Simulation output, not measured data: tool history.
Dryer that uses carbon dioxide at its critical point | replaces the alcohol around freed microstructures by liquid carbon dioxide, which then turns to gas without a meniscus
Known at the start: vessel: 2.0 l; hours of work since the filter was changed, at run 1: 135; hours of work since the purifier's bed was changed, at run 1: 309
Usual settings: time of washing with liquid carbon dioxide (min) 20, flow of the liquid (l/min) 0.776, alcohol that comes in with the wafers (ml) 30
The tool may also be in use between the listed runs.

| run | hour | time of washing with liquid carbon dioxide (min) | flow of the liquid (l/min) | alcohol that comes in with the wafers (ml) | hours of work since the filter was changed | hours of work since the purifier's bed was changed | alcohol left in the vessel before it's heated (ppm by volume) |
|---|---|---|---|---|---|---|---|
| 1 | 0.0 | 20 | 0.776 | 30 | 135 | 309 | 149 |
| 2 | 37.5 | 20 | 0.776 | 30 | 157 | 331 | 168 |
|  | 57.5 | inlet filter changed |
| 3 | 72.7 | 20 | 0.776 | 30 | 9 | 350 | 163 |
| 4 | 108.0 | 20 | 0.776 | 30 | 29 | 370 | 183 |
| 5 | 145.0 | 20 | 0.776 | 30 | 50 | 392 | 191 |
| 6 | 179.0 | 20 | 0.776 | 30 | 69 | 411 | 191 |
| 7 | 217.0 | 20 | 0.776 | 30 | 91 | 433 | 206 |
| 8 | 237.5 | 20 | 0.776 | 30 | 103 | 444 | 211 |
| 9 | 268.6 | 18 | 0.776 | 30 | 120 | 462 | 248 |
| 10 | 292.5 | 20 | 0.776 | 30 | 134 | 476 | 223 |
| 11 | 321.2 | 20 | 0.776 | 30 | 150 | 492 | 240 |
|  | 352.3 | inlet filter changed |
| 12 | 364.4 | 20 | 0.776 | 30 | 7 | 516 | 241 |
| 13 | 402.7 | 14 | 0.776 | 30 | 29 | 538 | 344 |
| 14 | 421.5 | 25 | 0.776 | 30 | 39 | 548 | 238 |
| 15 | 458.3 | 25 | 0.776 | 30 | 60 | 569 | 254 |
| 16 | 487.3 | 13 | 0.744 | 113 | 77 | 586 | 1101 |
| 17 | 530.2 | 13 | 0.744 | 113 | 101 | 610 | 1192 |
| 18 | 568.7 | 25 | 0.717 | 32 | 123 | 632 | 288 |
| 19 | 603.4 | 13 | 0.776 | 39 | 143 | 652 | 568 |
|  | 627.4 | purifier's bed changed |
| 20 | 637.2 | 20 | 0.532 | 60 | 161 | 6 | 399 |
|  | 650.9 | inlet filter changed |
| 21 | 673.4 | 20 | 0.490 | 60 | 13 | 26 | 368 |
| 22 | 716.2 | 22 | 0.490 | 60 | 37 | 50 | 276 |
| 23 | 761.0 | 22 | 0.776 | 30 | 63 | 76 | 36 |
| 24 | 788.4 | 25 | 0.776 | 53 | 78 | 91 | 51 |
| 25 | 812.5 | 31 | 0.776 | 49 | 92 | 105 | 55 |
| 26 | 844.1 | 31 | 0.776 | 22 | 110 | 123 | 54 |
| 27 | 878.3 | 20 | 1.143 | 30 | 130 | 142 | 69 |
| 28 | 922.3 | 20 | 1.143 | 30 | 155 | 167 | 75 |
|  | 944.8 | inlet filter changed |
| 29 | 968.3 | 20 | 0.830 | 36 | 13 | 193 | 93 |

Hidden state at the last listed run before each entry between runs and at the first one after, where it differs:
Between runs 2 and 3: inlet filter changed (hour 57.5)
  flow that reaches the vessel past the clogged filter, %: 89.6 -> 99.4; alcohol in the recycled carbon dioxide, ppm: 143.7 -> 152.3
  measured less the result without the state, alcohol left in the vessel before it's heated (ppm by volume): +151 -> +149
Between runs 11 and 12: inlet filter changed (hour 352.3)
  flow that reaches the vessel past the clogged filter, %: 89.9 -> 99.3; alcohol in the recycled carbon dioxide, ppm: 214.1 -> 224.8
  measured less the result without the state, alcohol left in the vessel before it's heated (ppm by volume): +219 -> +222
Between runs 19 and 20: purifier's bed changed (hour 627.4)
  flow that reaches the vessel past the clogged filter, %: 90.2 -> 89; alcohol in the recycled carbon dioxide, ppm: 287.9 -> 7.9
  measured less the result without the state, alcohol left in the vessel before it's heated (ppm by volume): +387 -> +168
Between runs 20 and 21: inlet filter changed (hour 650.9)
  flow that reaches the vessel past the clogged filter, %: 89 -> 98.6; alcohol in the recycled carbon dioxide, ppm: 7.9 -> 16.3
  measured less the result without the state, alcohol left in the vessel before it's heated (ppm by volume): +168 -> +33
Between runs 28 and 29: inlet filter changed (hour 944.8)
  flow that reaches the vessel past the clogged filter, %: 89.4 -> 99.2; alcohol in the recycled carbon dioxide, ppm: 79.2 -> 90.7
  measured less the result without the state, alcohol left in the vessel before it's heated (ppm by volume): +74 -> +87
